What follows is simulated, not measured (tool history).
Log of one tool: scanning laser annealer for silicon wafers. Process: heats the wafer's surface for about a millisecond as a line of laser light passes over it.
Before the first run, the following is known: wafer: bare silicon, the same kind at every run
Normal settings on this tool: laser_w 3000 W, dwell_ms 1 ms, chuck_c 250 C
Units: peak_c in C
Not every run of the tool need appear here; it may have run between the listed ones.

run   hour  laser_w  dwell_ms  chuck_c  peak_c
  1      0     3000         1      250    1028
  2   46.1     3000         1      250    1025
  3  115.1     3000         1      250    1024
  4  185.8     3000         1      250    1024
  5  255.4     3000         1      250    1018
     311.7  -- optics aligned, line set to its width
  6  343.2     3000         1      250    1026
  7  406.4     2673         1      233     921
  8  491.3     3221         1      211    1041
  9  536.1     3000      1.12      254    1073
     556.7  -- window over the wafer cleaned
 10  596.9     3000      1.12      254    1102
 11  639.6     3000      1.12      254    1100
 12  711.3     3027      0.78      248     945

Each run again, without the hidden state but with its own random variation kept:
Hidden conditions of the tool in this case: light that passes the window, % of a clean one's; laser's true power over the reading, %; width of the line over the set one, %; drift of the gauge itself on peak_c, C.
run  peak_c
  1    1040
  2    1038
  3    1039
  4    1041
  5    1038
  6    1040
  7     935
  8    1061
  9    1095
 10    1096
 11    1096
 12     944
